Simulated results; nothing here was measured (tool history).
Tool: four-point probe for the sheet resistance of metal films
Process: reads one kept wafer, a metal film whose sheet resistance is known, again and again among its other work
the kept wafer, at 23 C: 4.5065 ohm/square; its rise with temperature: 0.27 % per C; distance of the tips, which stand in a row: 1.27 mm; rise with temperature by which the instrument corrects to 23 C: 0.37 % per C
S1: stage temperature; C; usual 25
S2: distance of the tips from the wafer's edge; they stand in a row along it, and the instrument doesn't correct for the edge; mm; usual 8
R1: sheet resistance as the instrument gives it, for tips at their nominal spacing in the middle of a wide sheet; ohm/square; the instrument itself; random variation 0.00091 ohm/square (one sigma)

run,hour,S1,S2,R1
1,0.0,25,8,4.550731
2,100.9,25,38,4.497809
3,149.7,25,8,4.556441
4,220.4,21,8,4.574481
5,268.8,25,14,4.518953
6,314.0,23,8,4.567325
7,410.3,32,8,4.532317
8,503.2,32,18,4.486710
9,558.4,32,18,4.487254
10,613.1,32,18,4.490338
11,707.9,25,10,4.548701
12,752.2,25,73,4.509968
13,854.0,25,73,4.512278
14,934.8,25,73,4.514586
15,1034.7,25,73,4.516868
16,1127.3,25,73,4.519116
17,1168.5,25,18,4.531508
18,1211.7,25,18,4.532778
19,1275.9,25,14,4.541837
20,1374.2,26,10,4.558816
21,1446.6,25,35,4.490019
22,1547.5,25,35,4.492024
23,1647.3,25,35,4.494891
24,1690.3,25,35,4.496212
25,1745.7,19,4,4.750502
26,1847.9,24,61,4.500390
27,1943.7,23,10,4.545043
28,1993.8,19,10,4.563742
29,2083.1,32,26,4.477433
30,2142.5,32,26,4.481058
31,2218.1,25,15,4.522113
32,2318.8,25,15,4.535636
33,2377.0,25,15,4.536514
34,2427.2,25,15,4.539182
35,2485.6,25,15,4.539765
36,2574.7,22,10,4.575561
37,2616.2,22,34,4.542008
38,2695.7,26,3,4.916300

Taken out of this log: 2 entries between the listed runs. Where each belongs, and how the hidden state differs across it:
Between runs 20 and 21: new probe head fitted (hour 1415.4)
  inner tips' distance over the nominal, %: 0.727 -> -0.062; tips' flats over new ones', %: 138 -> 3; wafer's true temperature over the reading, C: -0.72 -> -0.73
  measured less the result without the state, R1: +0.026711 -> -0.011979 ohm/square
Between runs 31 and 32: stage's thermometer calibrated (hour 2258.5)
  inner tips' distance over the nominal, %: 0.348 -> 0.399; tips' flats over new ones', %: 70 -> 78; wafer's true temperature over the reading, C: -0.86 -> 0.02
  measured less the result without the state, R1: +0.006332 -> +0.019783 ohm/square
